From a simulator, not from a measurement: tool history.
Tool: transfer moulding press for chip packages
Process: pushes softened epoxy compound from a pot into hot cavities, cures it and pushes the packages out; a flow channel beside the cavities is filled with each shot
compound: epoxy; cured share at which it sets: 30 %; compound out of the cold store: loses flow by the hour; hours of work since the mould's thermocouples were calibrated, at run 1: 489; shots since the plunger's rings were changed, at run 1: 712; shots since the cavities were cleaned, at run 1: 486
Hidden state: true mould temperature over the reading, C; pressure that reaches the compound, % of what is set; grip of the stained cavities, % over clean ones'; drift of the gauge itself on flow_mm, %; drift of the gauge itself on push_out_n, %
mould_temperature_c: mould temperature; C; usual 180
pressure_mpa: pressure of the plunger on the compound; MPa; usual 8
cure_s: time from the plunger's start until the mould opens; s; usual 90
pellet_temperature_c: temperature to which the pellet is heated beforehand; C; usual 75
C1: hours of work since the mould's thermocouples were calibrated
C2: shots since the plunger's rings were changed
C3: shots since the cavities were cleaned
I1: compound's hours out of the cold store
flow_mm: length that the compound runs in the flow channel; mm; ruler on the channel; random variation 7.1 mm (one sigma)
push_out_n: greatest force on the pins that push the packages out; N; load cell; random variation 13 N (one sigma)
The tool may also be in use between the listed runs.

{"run": 1, "day": 0.0, "mould_temperature_c": 180, "pressure_mpa": 8, "cure_s": 90, "pellet_temperature_c": 75, "C1": 489, "C2": 712, "C3": 486, "I1": 47.2, "flow_mm": 704, "push_out_n": 1013}
{"run": 2, "day": 0.612, "mould_temperature_c": 180, "pressure_mpa": 8, "cure_s": 90, "pellet_temperature_c": 75, "C1": 495, "C2": 821, "C3": 595, "I1": 8.7, "flow_mm": 823, "push_out_n": 1181}
{"run": 3, "day": 1.738, "mould_temperature_c": 180, "pressure_mpa": 8, "cure_s": 90, "pellet_temperature_c": 75, "C1": 506, "C2": 1022, "C3": 796, "I1": 23, "flow_mm": 778, "push_out_n": 1199}
{"day": 2.812, "done": "cavities cleaned with cleaning compound and waxed"}
{"run": 4, "day": 2.938, "mould_temperature_c": 180, "pressure_mpa": 8, "cure_s": 90, "pellet_temperature_c": 75, "C1": 517, "C2": 1224, "C3": 23, "I1": 26, "flow_mm": 746, "push_out_n": 1331}
{"run": 5, "day": 4.067, "mould_temperature_c": 180, "pressure_mpa": 8, "cure_s": 90, "pellet_temperature_c": 75, "C1": 529, "C2": 1425, "C3": 224, "I1": 42.2, "flow_mm": 704, "push_out_n": 1321}
{"run": 6, "day": 4.938, "mould_temperature_c": 180, "pressure_mpa": 6.25, "cure_s": 130, "pellet_temperature_c": 75, "C1": 538, "C2": 1580, "C3": 379, "I1": 37.1, "flow_mm": 637, "push_out_n": 859}
{"run": 7, "day": 5.929, "mould_temperature_c": 180, "pressure_mpa": 8, "cure_s": 108, "pellet_temperature_c": 75, "C1": 548, "C2": 1757, "C3": 556, "I1": 25.9, "flow_mm": 766, "push_out_n": 1009}
{"run": 8, "day": 6.967, "mould_temperature_c": 180, "pressure_mpa": 6.92, "cure_s": 121, "pellet_temperature_c": 66, "C1": 558, "C2": 1941, "C3": 740, "I1": 30.8, "flow_mm": 685, "push_out_n": 934}
{"run": 9, "day": 7.95, "mould_temperature_c": 175, "pressure_mpa": 7.76, "cure_s": 98, "pellet_temperature_c": 79, "C1": 568, "C2": 2116, "C3": 915, "I1": 37.8, "flow_mm": 718, "push_out_n": 1649}
{"day": 8.338, "done": "cavities cleaned with cleaning compound and waxed"}
{"day": 8.517, "done": "cavities cleaned with cleaning compound and waxed, once more"}
{"run": 10, "day": 9.246, "mould_temperature_c": 175, "pressure_mpa": 7.76, "cure_s": 98, "pellet_temperature_c": 79, "C1": 580, "C2": 2325, "C3": 130, "I1": 40.6, "flow_mm": 705, "push_out_n": 899}

Hidden state or all else? Some run-to-run changes of flow_mm, split into what the settings, what came in and random variation would give without the hidden state, and what is left for the hidden state (with any gauge scatter that isn't in both results):
Run 6 -> 7: pressure_mpa 6.25 -> 8, cure_s 130 -> 108. flow_mm +129 mm: hidden state -6, all else +135.

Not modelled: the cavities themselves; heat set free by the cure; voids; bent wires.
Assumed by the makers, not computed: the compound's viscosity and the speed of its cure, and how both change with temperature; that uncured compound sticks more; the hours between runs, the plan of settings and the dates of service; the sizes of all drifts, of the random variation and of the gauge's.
